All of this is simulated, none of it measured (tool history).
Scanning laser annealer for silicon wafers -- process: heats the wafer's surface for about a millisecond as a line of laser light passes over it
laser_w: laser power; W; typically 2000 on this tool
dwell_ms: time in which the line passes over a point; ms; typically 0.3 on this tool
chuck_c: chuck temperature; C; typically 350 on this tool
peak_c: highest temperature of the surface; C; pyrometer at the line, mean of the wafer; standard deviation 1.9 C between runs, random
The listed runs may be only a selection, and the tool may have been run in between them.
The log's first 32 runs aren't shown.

run   hour  laser_w  dwell_ms  chuck_c  hours of work since the window was cleaned  hours of work since the power meter was calibrated  hours of work since the optics were aligned  peak_c
 33  436.9     2179     0.214      377                                         701                                                 632                                          411    1092
     441.2  -- window over the wafer cleaned
 34  453.1     2027     0.214      377                                           8                                                 641                                          420    1063
 35  465.5     1797     0.378      350                                          16                                                 650                                          429    1152
 36    477     2000     0.379      350                                          24                                                 657                                          437    1285
 37  492.5     2000     0.379      350                                          35                                                 668                                          447    1280
 38  508.4     2000     0.379      350                                          46                                                 679                                          458    1279
 39  525.8     2000     0.379      350                                          57                                                 691                                          470    1276
 40  544.4     2000       0.3      387                                          70                                                 703                                          482    1195

Branching from run 40: 3 alternative next runs. What would each branch give?
  A  555.6     2040     0.226      350                                          78                                                 711                                          490       ?
  B  555.6     1968     0.339      325                                          78                                                 711                                          490       ?
  C  555.6     1703      0.23      315                                          78                                                 711                                          490       ?

run  peak_c
  A    1055
  B    1173
  C     876
Without the tool's hidden state the same runs would have given:
run  peak_c
  A    1077
  B    1199
  C     893

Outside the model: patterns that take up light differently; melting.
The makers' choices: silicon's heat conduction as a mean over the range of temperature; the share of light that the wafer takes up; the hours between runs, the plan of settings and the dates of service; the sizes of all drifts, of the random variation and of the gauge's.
